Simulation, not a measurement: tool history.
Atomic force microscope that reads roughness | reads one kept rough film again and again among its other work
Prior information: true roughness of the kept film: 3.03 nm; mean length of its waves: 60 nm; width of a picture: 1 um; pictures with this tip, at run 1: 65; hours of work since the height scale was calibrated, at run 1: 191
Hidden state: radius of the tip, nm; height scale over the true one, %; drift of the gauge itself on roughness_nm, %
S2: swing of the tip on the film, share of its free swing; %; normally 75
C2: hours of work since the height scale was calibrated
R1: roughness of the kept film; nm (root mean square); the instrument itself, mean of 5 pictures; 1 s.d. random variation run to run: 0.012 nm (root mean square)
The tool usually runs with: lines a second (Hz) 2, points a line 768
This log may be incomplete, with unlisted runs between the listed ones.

{"run": 1, "hour": 0.0, "lines a second (Hz)": 2, "S2": 75, "points a line": 768, "pictures with this tip": 65, "C2": 191, "R1": 2.555}
{"run": 2, "hour": 7.4, "lines a second (Hz)": 2, "S2": 75, "points a line": 768, "pictures with this tip": 74, "C2": 197, "R1": 2.528}
{"hour": 11.8, "done": "new tip fitted"}
{"run": 3, "hour": 17.8, "lines a second (Hz)": 2, "S2": 75, "points a line": 768, "pictures with this tip": 7, "C2": 204, "R1": 2.68}
{"run": 4, "hour": 26.8, "lines a second (Hz)": 2, "S2": 75, "points a line": 768, "pictures with this tip": 17, "C2": 211, "R1": 2.683}
{"run": 5, "hour": 33.1, "lines a second (Hz)": 3.47, "S2": 75, "points a line": 768, "pictures with this tip": 24, "C2": 215, "R1": 2.466}
{"run": 6, "hour": 41.3, "lines a second (Hz)": 3.47, "S2": 75, "points a line": 768, "pictures with this tip": 33, "C2": 221, "R1": 2.471}
{"run": 7, "hour": 47.1, "lines a second (Hz)": 2, "S2": 75, "points a line": 768, "pictures with this tip": 39, "C2": 225, "R1": 2.609}
{"run": 8, "hour": 55.2, "lines a second (Hz)": 2, "S2": 75, "points a line": 768, "pictures with this tip": 49, "C2": 231, "R1": 2.565}
{"run": 9, "hour": 62.3, "lines a second (Hz)": 2, "S2": 75, "points a line": 768, "pictures with this tip": 56, "C2": 236, "R1": 2.568}
{"run": 10, "hour": 71.5, "lines a second (Hz)": 2, "S2": 75, "points a line": 411, "pictures with this tip": 67, "C2": 243, "R1": 2.538}
{"run": 11, "hour": 76.3, "lines a second (Hz)": 2, "S2": 75, "points a line": 768, "pictures with this tip": 72, "C2": 247, "R1": 2.52}
{"hour": 81.7, "done": "new tip fitted"}
{"run": 12, "hour": 85.8, "lines a second (Hz)": 2, "S2": 75, "points a line": 768, "pictures with this tip": 4, "C2": 253, "R1": 2.69}
{"run": 13, "hour": 90.6, "lines a second (Hz)": 2, "S2": 75, "points a line": 768, "pictures with this tip": 10, "C2": 257, "R1": 2.68}
{"run": 14, "hour": 97.9, "lines a second (Hz)": 2, "S2": 75, "points a line": 768, "pictures with this tip": 18, "C2": 262, "R1": 2.653}
{"run": 15, "hour": 102.9, "lines a second (Hz)": 2.35, "S2": 75, "points a line": 768, "pictures with this tip": 23, "C2": 266, "R1": 2.582}
{"run": 16, "hour": 110.7, "lines a second (Hz)": 2.35, "S2": 75, "points a line": 768, "pictures with this tip": 32, "C2": 271, "R1": 2.592}
{"run": 17, "hour": 119.3, "lines a second (Hz)": 2.35, "S2": 75, "points a line": 768, "pictures with this tip": 42, "C2": 278, "R1": 2.559}
{"run": 18, "hour": 126.6, "lines a second (Hz)": 2, "S2": 61, "points a line": 768, "pictures with this tip": 50, "C2": 283, "R1": 2.71}
{"run": 19, "hour": 130.9, "lines a second (Hz)": 2, "S2": 61, "points a line": 768, "pictures with this tip": 55, "C2": 286, "R1": 2.69}
{"run": 20, "hour": 137.9, "lines a second (Hz)": 2, "S2": 75, "points a line": 411, "pictures with this tip": 62, "C2": 291, "R1": 2.527}
{"run": 21, "hour": 145.9, "lines a second (Hz)": 2, "S2": 75, "points a line": 411, "pictures with this tip": 71, "C2": 297, "R1": 2.522}
{"hour": 152.6, "done": "new tip fitted"}
{"run": 22, "hour": 154.7, "lines a second (Hz)": 2, "S2": 75, "points a line": 411, "pictures with this tip": 3, "C2": 303, "R1": 2.671}
{"run": 23, "hour": 162.6, "lines a second (Hz)": 2, "S2": 75, "points a line": 411, "pictures with this tip": 11, "C2": 309, "R1": 2.681}
{"run": 24, "hour": 166.7, "lines a second (Hz)": 2, "S2": 75, "points a line": 411, "pictures with this tip": 16, "C2": 312, "R1": 2.674}
{"run": 25, "hour": 176.7, "lines a second (Hz)": 2, "S2": 75, "points a line": 411, "pictures with this tip": 27, "C2": 319, "R1": 2.652}
{"run": 26, "hour": 183.1, "lines a second (Hz)": 2, "S2": 70, "points a line": 660, "pictures with this tip": 34, "C2": 324, "R1": 2.694}
{"run": 27, "hour": 191.7, "lines a second (Hz)": 2, "S2": 70, "points a line": 660, "pictures with this tip": 44, "C2": 330, "R1": 2.648}
{"run": 28, "hour": 197.9, "lines a second (Hz)": 2.88, "S2": 70, "points a line": 524, "pictures with this tip": 51, "C2": 335, "R1": 2.552}
{"run": 29, "hour": 205.3, "lines a second (Hz)": 2.88, "S2": 70, "points a line": 524, "pictures with this tip": 59, "C2": 340, "R1": 2.545}
{"run": 30, "hour": 214.4, "lines a second (Hz)": 1.03, "S2": 63, "points a line": 869, "pictures with this tip": 69, "C2": 347, "R1": 2.724}
{"run": 31, "hour": 220.8, "lines a second (Hz)": 1.03, "S2": 63, "points a line": 869, "pictures with this tip": 77, "C2": 351, "R1": 2.708}
{"hour": 222.4, "done": "new tip fitted"}
{"run": 32, "hour": 226.9, "lines a second (Hz)": 1.03, "S2": 63, "points a line": 869, "pictures with this tip": 5, "C2": 355, "R1": 2.901}
{"run": 33, "hour": 236.4, "lines a second (Hz)": 2.11, "S2": 67, "points a line": 847, "pictures with this tip": 15, "C2": 362, "R1": 2.748}
{"hour": 238.0, "done": "height scale calibrated on a step standard"}
{"run": 34, "hour": 245.1, "lines a second (Hz)": 1.06, "S2": 75, "points a line": 819, "pictures with this tip": 24, "C2": 5, "R1": 2.774}
{"run": 35, "hour": 250.0, "lines a second (Hz)": 2, "S2": 71, "points a line": 275, "pictures with this tip": 29, "C2": 9, "R1": 2.702}
{"run": 36, "hour": 255.5, "lines a second (Hz)": 2, "S2": 71, "points a line": 275, "pictures with this tip": 36, "C2": 13, "R1": 2.682}
{"hour": 261.9, "done": "height scale calibrated on a step standard, once more"}
{"run": 37, "hour": 263.3, "lines a second (Hz)": 0.59, "S2": 67, "points a line": 467, "pictures with this tip": 43, "C2": 1, "R1": 2.8}
{"run": 38, "hour": 272.3, "lines a second (Hz)": 1.65, "S2": 62, "points a line": 707, "pictures with this tip": 53, "C2": 8, "R1": 2.728}
{"run": 39, "hour": 281.3, "lines a second (Hz)": 3.71, "S2": 89, "points a line": 707, "pictures with this tip": 63, "C2": 14, "R1": 2.09}
{"run": 40, "hour": 289.5, "lines a second (Hz)": 3.71, "S2": 89, "points a line": 707, "pictures with this tip": 72, "C2": 20, "R1": 2.068}
{"hour": 294.9, "done": "new tip fitted"}
{"run": 41, "hour": 299.2, "lines a second (Hz)": 3.71, "S2": 89, "points a line": 707, "pictures with this tip": 5, "C2": 27, "R1": 2.194}
{"run": 42, "hour": 305.2, "lines a second (Hz)": 2, "S2": 75, "points a line": 768, "pictures with this tip": 12, "C2": 31, "R1": 2.669}
{"run": 43, "hour": 310.2, "lines a second (Hz)": 1.03, "S2": 58, "points a line": 865, "pictures with this tip": 17, "C2": 35, "R1": 2.875}
{"run": 44, "hour": 316.6, "lines a second (Hz)": 2.23, "S2": 87, "points a line": 522, "pictures with this tip": 24, "C2": 40, "R1": 2.441}
{"run": 45, "hour": 326.3, "lines a second (Hz)": 3.88, "S2": 87, "points a line": 307, "pictures with this tip": 35, "C2": 47, "R1": 2.18}
{"run": 46, "hour": 333.9, "lines a second (Hz)": 1.61, "S2": 58, "points a line": 788, "pictures with this tip": 44, "C2": 52, "R1": 2.781}
{"run": 47, "hour": 340.4, "lines a second (Hz)": 3.07, "S2": 64, "points a line": 783, "pictures with this tip": 51, "C2": 57, "R1": 2.642}
{"run": 48, "hour": 344.9, "lines a second (Hz)": 1.91, "S2": 68, "points a line": 364, "pictures with this tip": 56, "C2": 60, "R1": 2.664}
{"run": 49, "hour": 351.0, "lines a second (Hz)": 0.97, "S2": 62, "points a line": 313, "pictures with this tip": 63, "C2": 65, "R1": 2.723}
{"run": 50, "hour": 358.3, "lines a second (Hz)": 3.8, "S2": 64, "points a line": 313, "pictures with this tip": 71, "C2": 70, "R1": 2.532}

Pick out some run-to-run changes in R1. Of each, how much would a tool without hidden state show as well, from the settings, what came in and chance, and how much is left for the hidden state and any gauge scatter not in both results compared?
Run 11 -> 12: new tip fitted. R1 +0.17 nm (root mean square): hidden state +0.158, all else +0.012.
Run 21 -> 22: new tip fitted. R1 +0.149 nm (root mean square): hidden state +0.17, all else -0.021.
Run 31 -> 32: new tip fitted. R1 +0.193 nm (root mean square): hidden state +0.181, all else +0.012.
Run 38 -> 39: lines a second (Hz) 1.65 -> 3.71, S2 62 -> 89. R1 -0.638 nm (root mean square): hidden state +0.01, all else -0.648.
Run 41 -> 42: lines a second (Hz) 3.71 -> 2, S2 89 -> 75, points a line 707 -> 768. R1 +0.475 nm (root mean square): hidden state -0.019, all else +0.494.
Run 45 -> 46: lines a second (Hz) 3.88 -> 1.61, S2 87 -> 58, points a line 307 -> 788. R1 +0.601 nm (root mean square): hidden state -0.043, all else +0.644.
